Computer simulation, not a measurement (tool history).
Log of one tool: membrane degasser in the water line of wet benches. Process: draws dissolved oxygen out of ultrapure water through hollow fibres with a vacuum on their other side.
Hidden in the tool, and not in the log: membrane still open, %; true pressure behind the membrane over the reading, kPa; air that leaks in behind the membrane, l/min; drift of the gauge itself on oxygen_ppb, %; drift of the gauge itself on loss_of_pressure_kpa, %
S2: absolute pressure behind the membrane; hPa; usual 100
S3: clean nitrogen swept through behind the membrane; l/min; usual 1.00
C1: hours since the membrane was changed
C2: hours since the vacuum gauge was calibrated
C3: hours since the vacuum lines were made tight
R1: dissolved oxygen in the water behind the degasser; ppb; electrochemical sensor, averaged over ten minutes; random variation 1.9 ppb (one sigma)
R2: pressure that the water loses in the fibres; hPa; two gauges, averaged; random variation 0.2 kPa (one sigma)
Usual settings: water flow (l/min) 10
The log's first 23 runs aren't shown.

Run 24, hour 795.0: usual settings but S2 72 hPa, S3 1.99 l/min; C1 1702; C2 524; C3 9214. Result: R1 84.7 ppb, R2 427.8 hPa.
Run 25, hour 831.7: usual settings but S2 72 hPa, S3 1.99 l/min; C1 1739; C2 561; C3 9251. Result: R1 86.2 ppb, R2 430.9 hPa.
Run 26, hour 871.9: usual settings but water flow (l/min) 11, S2 164 hPa, S3 0.93 l/min; C1 1779; C2 601; C3 9291. Result: R1 401.0 ppb, R2 474.4 hPa.
Run 27, hour 914.5: usual settings but water flow (l/min) 11, S2 164 hPa, S3 0.93 l/min; C1 1822; C2 643; C3 9333. Result: R1 397.1 ppb, R2 472.1 hPa.
Run 28, hour 949.6: usual settings but water flow (l/min) 8, S2 78 hPa, S3 1.11 l/min; C1 1857; C2 679; C3 9369. Result: R1 97.8 ppb, R2 345.5 hPa.
Run 29, hour 999.4: usual settings but water flow (l/min) 8, S2 78 hPa, S3 1.11 l/min; C1 1907; C2 728; C3 9418. Result: R1 98.4 ppb, R2 346.8 hPa.
Run 30, hour 1022.2: usual settings but water flow (l/min) 8, S2 78 hPa, S3 1.11 l/min; C1 1930; C2 751; C3 9441. Result: R1 98.6 ppb, R2 346.3 hPa.
Run 31, hour 1067.4: usual settings but water flow (l/min) 9, S3 1.45 l/min; C1 1975; C2 796; C3 9486. Result: R1 128.1 ppb, R2 389.9 hPa.
Run 32, hour 1115.3: usual settings but water flow (l/min) 15, S2 129 hPa, S3 2.66 l/min; C1 2023; C2 844; C3 9534. Result: R1 255.5 ppb, R2 648.6 hPa.

3 ways to go on from here, each from the tool as it stands after run 32. What would each give?
Run A, hour 1136.8: usual settings but S2 129 hPa, S3 2.66 l/min; C1 2044; C2 866; C3 9556. Result: R1 ?, R2 ?.
Run B, hour 1136.8: usual settings but water flow (l/min) 15; C1 2044; C2 866; C3 9556. Result: R1 ?, R2 ?.
Run C, hour 1136.8: usual settings but water flow (l/min) 7, S2 212 hPa, S3 0.98 l/min; C1 2044; C2 866; C3 9556. Result: R1 ?, R2 ?.

run     R1     R2
  A  126.6  432.8
  B  353.0  644.2
  C  327.2  302.0
Without the tool's hidden state the same runs would have given:
run     R1     R2
  A  120.5  428.7
  B  342.4  638.0
  C  308.5  299.1
